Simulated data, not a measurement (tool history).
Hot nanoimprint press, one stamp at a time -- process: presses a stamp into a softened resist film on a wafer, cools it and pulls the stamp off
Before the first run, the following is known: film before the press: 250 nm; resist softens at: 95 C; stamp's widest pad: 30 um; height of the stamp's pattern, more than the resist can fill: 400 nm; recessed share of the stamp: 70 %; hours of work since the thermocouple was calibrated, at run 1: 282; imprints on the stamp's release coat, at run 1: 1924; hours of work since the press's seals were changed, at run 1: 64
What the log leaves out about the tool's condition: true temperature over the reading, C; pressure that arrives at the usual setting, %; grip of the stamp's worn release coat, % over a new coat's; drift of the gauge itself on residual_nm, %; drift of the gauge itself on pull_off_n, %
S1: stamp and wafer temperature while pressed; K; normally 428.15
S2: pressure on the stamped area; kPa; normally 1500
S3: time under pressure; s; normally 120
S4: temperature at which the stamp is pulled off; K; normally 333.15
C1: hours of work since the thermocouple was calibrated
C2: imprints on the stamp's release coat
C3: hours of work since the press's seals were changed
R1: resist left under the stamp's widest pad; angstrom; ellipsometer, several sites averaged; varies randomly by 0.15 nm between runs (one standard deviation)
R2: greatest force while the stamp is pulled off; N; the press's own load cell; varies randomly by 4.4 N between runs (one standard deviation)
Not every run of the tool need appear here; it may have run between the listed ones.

Run 1, hour 0: usual settings; C1 282; C2 1924; C3 64. Result: R1 1075 angstrom, R2 287 N.
Run 2, hour 10.4: usual settings; C1 289; C2 1950; C3 71. Result: R1 1074 angstrom, R2 290 N.
Run 3, hour 24.5: usual settings; C1 298; C2 1985; C3 80. Result: R1 1078 angstrom, R2 286 N.
Run 4, hour 38.3: usual settings; C1 308; C2 2020; C3 90. Result: R1 1072 angstrom, R2 290 N.
Run 5, hour 48.7: usual settings but S1 432.15 K; C1 315; C2 2046; C3 97. Result: R1 959 angstrom, R2 296 N.
Run 6, hour 58.4: usual settings but S1 437.15 K, S2 920 kPa, S3 105 s, S4 321.15 K; C1 322; C2 2070; C3 103. Result: R1 1160 angstrom, R2 382 N.

What will run 7 give?
Run 7, hour 67.1: usual settings but S1 437.15 K, S2 920 kPa, S3 105 s, S4 321.15 K; C1 327; C2 2092; C3 109. Result: R1 ?, R2 ?.

Run 7 measured R1 1160 angstrom, R2 380 N.
Had the tool carried no hidden state, the very same run would have given R1 1205 angstrom, R2 271 N.
